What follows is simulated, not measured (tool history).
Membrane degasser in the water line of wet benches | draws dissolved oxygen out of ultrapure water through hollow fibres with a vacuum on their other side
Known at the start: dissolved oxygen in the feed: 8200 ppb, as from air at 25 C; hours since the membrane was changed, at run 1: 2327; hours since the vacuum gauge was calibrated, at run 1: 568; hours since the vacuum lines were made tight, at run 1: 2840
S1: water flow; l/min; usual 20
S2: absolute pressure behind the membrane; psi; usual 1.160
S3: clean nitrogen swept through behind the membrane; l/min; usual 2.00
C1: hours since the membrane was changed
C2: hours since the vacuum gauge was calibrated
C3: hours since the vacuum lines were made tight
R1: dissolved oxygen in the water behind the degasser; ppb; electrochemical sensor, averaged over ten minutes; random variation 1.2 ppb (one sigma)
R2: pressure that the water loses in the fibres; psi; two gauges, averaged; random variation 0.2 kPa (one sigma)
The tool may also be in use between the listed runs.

run,day,S1,S2,S3,C1,C2,C3,R1,R2
1,0.000,20,1.160,2.00,2327,568,2840,118.8,6.646
2,6.771,20,1.507,2.00,2490,731,3003,176.2,6.717
3,11.317,20,1.507,2.00,2599,840,3112,171.2,6.711
4,15.471,24,1.507,2.00,2699,939,3212,214.3,8.047
5,23.079,20,1.160,2.00,2881,1122,3394,117.4,6.698
6,26.800,20,1.160,0.99,2971,1211,3484,218.4,6.638
7,31.229,20,1.160,0.99,3077,1318,3590,218.0,6.782
8,36.583,20,1.160,0.99,3205,1446,3719,222.3,6.756
9,40.517,20,1.160,0.99,3300,1540,3813,222.2,6.692
10,47.854,20,1.160,0.99,3476,1717,3989,219.7,6.662
11,52.438,20,1.160,0.99,3586,1827,4099,220.5,6.683
12,57.700,20,1.160,2.00,3712,1953,4225,121.1,6.756
13,64.304,20,1.160,2.00,3871,2111,4384,121.8,6.766
# day 64.692: vacuum gauge calibrated
14,69.733,20,1.160,2.00,4000,121,4514,118.8,6.730
15,73.396,32,1.160,2.00,4088,209,4602,215.8,10.786
# day 76.100: vacuum gauge calibrated, once more
16,78.575,25,1.160,5.41,4212,59,4725,68.3,8.414
17,82.962,25,1.160,5.41,4317,165,4831,70.2,8.419
18,90.446,12,1.033,2.25,4497,344,5010,51.9,4.078
19,96.783,19,1.624,0.83,4649,496,5162,390.5,6.438
20,103.888,19,1.624,0.83,4820,667,5333,388.5,6.454
21,109.954,12,1.520,4.65,4965,813,5478,48.4,4.019
22,117.188,12,1.520,4.65,5139,986,5652,47.5,4.083
23,124.296,20,1.674,5.00,5309,1157,5823,89.5,6.760
24,128.012,20,2.822,2.26,5399,1246,5912,343.4,6.812
25,133.012,20,2.822,2.26,5519,1366,6032,343.3,6.778
26,137.629,24,2.635,2.00,5630,1477,6143,420.2,8.205
27,143.467,24,2.635,2.00,5770,1617,6283,422.6,8.190
28,149.092,24,0.912,2.00,5905,1752,6418,101.0,8.221
29,153.304,18,0.912,2.00,6006,1853,6519,69.8,6.166

How the hidden state differs across the entries between the runs, from the last listed run before each to the first after it:
Between runs 13 and 14: vacuum gauge calibrated (day 64.692)
  true pressure behind the membrane over the reading, kPa: 0.03 -> 0.05; air that leaks in behind the membrane, l/min: 0.0124 -> 0.0127
  measured less the result without the state, R1: +3.0 -> +3.4 ppb; R2: +0.139 -> +0.144 psi
Between runs 15 and 16: vacuum gauge calibrated, once more (day 76.100)
  true pressure behind the membrane over the reading, kPa: 0.05 -> -0.02; air that leaks in behind the membrane, l/min: 0.0129 -> 0.0132
  measured less the result without the state, R1: +7.3 -> +2.5 ppb; R2: +0.235 -> +0.189 psi
